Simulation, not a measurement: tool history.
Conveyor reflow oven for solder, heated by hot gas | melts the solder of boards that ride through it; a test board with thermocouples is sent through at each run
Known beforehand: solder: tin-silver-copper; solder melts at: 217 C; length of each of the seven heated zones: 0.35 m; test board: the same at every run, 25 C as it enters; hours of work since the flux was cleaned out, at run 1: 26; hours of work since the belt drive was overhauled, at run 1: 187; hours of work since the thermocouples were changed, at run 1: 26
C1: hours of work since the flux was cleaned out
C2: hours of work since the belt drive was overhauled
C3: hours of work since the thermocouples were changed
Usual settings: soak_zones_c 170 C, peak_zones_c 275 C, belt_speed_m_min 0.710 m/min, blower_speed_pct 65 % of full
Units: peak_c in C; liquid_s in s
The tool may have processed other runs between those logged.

{"run": 1, "day": 0.0, "soak_zones_c": 170, "peak_zones_c": 275, "belt_speed_m_min": 0.71, "blower_speed_pct": 65, "C1": 26, "C2": 187, "C3": 26, "peak_c": 260.4, "liquid_s": 48.2}
{"run": 2, "day": 0.354, "soak_zones_c": 170, "peak_zones_c": 275, "belt_speed_m_min": 0.71, "blower_speed_pct": 65, "C1": 32, "C2": 193, "C3": 32, "peak_c": 261.5, "liquid_s": 48.0}
{"run": 3, "day": 0.912, "soak_zones_c": 170, "peak_zones_c": 275, "belt_speed_m_min": 0.71, "blower_speed_pct": 63, "C1": 41, "C2": 203, "C3": 41, "peak_c": 259.7, "liquid_s": 48.0}
{"run": 4, "day": 1.388, "soak_zones_c": 170, "peak_zones_c": 275, "belt_speed_m_min": 0.71, "blower_speed_pct": 63, "C1": 49, "C2": 211, "C3": 49, "peak_c": 260.8, "liquid_s": 47.8}
{"run": 5, "day": 2.062, "soak_zones_c": 170, "peak_zones_c": 280, "belt_speed_m_min": 0.71, "blower_speed_pct": 63, "C1": 61, "C2": 222, "C3": 61, "peak_c": 264.9, "liquid_s": 49.7}
{"run": 6, "day": 2.733, "soak_zones_c": 170, "peak_zones_c": 275, "belt_speed_m_min": 0.71, "blower_speed_pct": 65, "C1": 72, "C2": 233, "C3": 72, "peak_c": 260.0, "liquid_s": 47.8}
{"run": 7, "day": 3.354, "soak_zones_c": 170, "peak_zones_c": 275, "belt_speed_m_min": 0.71, "blower_speed_pct": 82, "C1": 82, "C2": 244, "C3": 82, "peak_c": 262.8, "liquid_s": 49.7}
{"run": 8, "day": 3.879, "soak_zones_c": 170, "peak_zones_c": 275, "belt_speed_m_min": 0.71, "blower_speed_pct": 82, "C1": 91, "C2": 252, "C3": 91, "peak_c": 263.4, "liquid_s": 50.2}
{"run": 9, "day": 4.379, "soak_zones_c": 171, "peak_zones_c": 275, "belt_speed_m_min": 0.71, "blower_speed_pct": 65, "C1": 99, "C2": 261, "C3": 99, "peak_c": 261.2, "liquid_s": 48.2}
{"run": 10, "day": 4.842, "soak_zones_c": 171, "peak_zones_c": 275, "belt_speed_m_min": 0.71, "blower_speed_pct": 65, "C1": 107, "C2": 269, "C3": 107, "peak_c": 260.0, "liquid_s": 48.2}
{"run": 11, "day": 5.179, "soak_zones_c": 171, "peak_zones_c": 275, "belt_speed_m_min": 0.71, "blower_speed_pct": 65, "C1": 113, "C2": 274, "C3": 113, "peak_c": 260.4, "liquid_s": 48.1}
{"run": 12, "day": 5.896, "soak_zones_c": 171, "peak_zones_c": 275, "belt_speed_m_min": 0.71, "blower_speed_pct": 65, "C1": 125, "C2": 286, "C3": 125, "peak_c": 260.5, "liquid_s": 48.7}
{"run": 13, "day": 6.35, "soak_zones_c": 171, "peak_zones_c": 275, "belt_speed_m_min": 0.71, "blower_speed_pct": 65, "C1": 132, "C2": 294, "C3": 132, "peak_c": 260.6, "liquid_s": 48.5}
{"run": 14, "day": 6.7, "soak_zones_c": 170, "peak_zones_c": 275, "belt_speed_m_min": 0.665, "blower_speed_pct": 65, "C1": 138, "C2": 300, "C3": 138, "peak_c": 262.1, "liquid_s": 52.9}
{"run": 15, "day": 7.304, "soak_zones_c": 167, "peak_zones_c": 281, "belt_speed_m_min": 0.812, "blower_speed_pct": 90, "C1": 148, "C2": 310, "C3": 148, "peak_c": 264.7, "liquid_s": 43.1}
{"run": 16, "day": 7.971, "soak_zones_c": 167, "peak_zones_c": 268, "belt_speed_m_min": 0.812, "blower_speed_pct": 73, "C1": 160, "C2": 321, "C3": 160, "peak_c": 250.0, "liquid_s": 36.4}
{"run": 17, "day": 8.667, "soak_zones_c": 176, "peak_zones_c": 268, "belt_speed_m_min": 0.834, "blower_speed_pct": 73, "C1": 171, "C2": 333, "C3": 171, "peak_c": 251.3, "liquid_s": 37.6}
{"day": 9.317, "done": "flux residue cleaned out of gas plates and filters"}
{"run": 18, "day": 9.438, "soak_zones_c": 173, "peak_zones_c": 271, "belt_speed_m_min": 0.834, "blower_speed_pct": 73, "C1": 2, "C2": 342, "C3": 181, "peak_c": 253.6, "liquid_s": 38.5}
{"run": 19, "day": 10.062, "soak_zones_c": 177, "peak_zones_c": 275, "belt_speed_m_min": 0.776, "blower_speed_pct": 65, "C1": 12, "C2": 353, "C3": 191, "peak_c": 258.6, "liquid_s": 45.0}
{"run": 20, "day": 10.7, "soak_zones_c": 182, "peak_zones_c": 275, "belt_speed_m_min": 0.71, "blower_speed_pct": 65, "C1": 23, "C2": 363, "C3": 202, "peak_c": 261.4, "liquid_s": 52.0}
{"run": 21, "day": 11.083, "soak_zones_c": 182, "peak_zones_c": 275, "belt_speed_m_min": 0.71, "blower_speed_pct": 65, "C1": 30, "C2": 370, "C3": 208, "peak_c": 262.1, "liquid_s": 52.6}
{"run": 22, "day": 11.638, "soak_zones_c": 182, "peak_zones_c": 275, "belt_speed_m_min": 0.71, "blower_speed_pct": 65, "C1": 39, "C2": 379, "C3": 218, "peak_c": 262.3, "liquid_s": 52.3}
{"run": 23, "day": 12.204, "soak_zones_c": 182, "peak_zones_c": 278, "belt_speed_m_min": 0.71, "blower_speed_pct": 63, "C1": 48, "C2": 389, "C3": 227, "peak_c": 263.7, "liquid_s": 53.6}
{"run": 24, "day": 12.892, "soak_zones_c": 170, "peak_zones_c": 267, "belt_speed_m_min": 0.586, "blower_speed_pct": 65, "C1": 60, "C2": 400, "C3": 239, "peak_c": 257.1, "liquid_s": 58.4}
{"run": 25, "day": 13.417, "soak_zones_c": 170, "peak_zones_c": 267, "belt_speed_m_min": 0.586, "blower_speed_pct": 65, "C1": 69, "C2": 409, "C3": 247, "peak_c": 256.5, "liquid_s": 58.2}
{"run": 26, "day": 13.762, "soak_zones_c": 157, "peak_zones_c": 277, "belt_speed_m_min": 0.669, "blower_speed_pct": 65, "C1": 74, "C2": 415, "C3": 253, "peak_c": 262.7, "liquid_s": 49.8}
{"run": 27, "day": 14.279, "soak_zones_c": 157, "peak_zones_c": 269, "belt_speed_m_min": 0.669, "blower_speed_pct": 65, "C1": 83, "C2": 423, "C3": 262, "peak_c": 254.9, "liquid_s": 45.9}

Branching from run 27: 4 alternative next runs. What would each branch give?
{"run": "A", "day": 14.821, "soak_zones_c": 170, "peak_zones_c": 266, "belt_speed_m_min": 0.71, "blower_speed_pct": 65, "C1": 92, "C2": 432, "C3": 271, "peak_c": "?", "liquid_s": "?"}
{"run": "B", "day": 14.821, "soak_zones_c": 160, "peak_zones_c": 283, "belt_speed_m_min": 0.674, "blower_speed_pct": 65, "C1": 92, "C2": 432, "C3": 271, "peak_c": "?", "liquid_s": "?"}
{"run": "C", "day": 14.821, "soak_zones_c": 157, "peak_zones_c": 269, "belt_speed_m_min": 0.669, "blower_speed_pct": 57, "C1": 92, "C2": 432, "C3": 271, "peak_c": "?", "liquid_s": "?"}
{"run": "D", "day": 14.821, "soak_zones_c": 184, "peak_zones_c": 275, "belt_speed_m_min": 0.71, "blower_speed_pct": 65, "C1": 92, "C2": 432, "C3": 271, "peak_c": "?", "liquid_s": "?"}

run=A peak_c=251.3 liquid_s=44.2
run=B peak_c=266.9 liquid_s=52.1
run=C peak_c=252.8 liquid_s=43.7
run=D peak_c=262.6 liquid_s=53.1
Without the tool's unlogged condition, the same runs would have read:
run=A peak_c=252.5 liquid_s=44.3
run=B peak_c=268.1 liquid_s=51.9
run=C peak_c=253.9 liquid_s=43.9
run=D peak_c=263.8 liquid_s=52.9
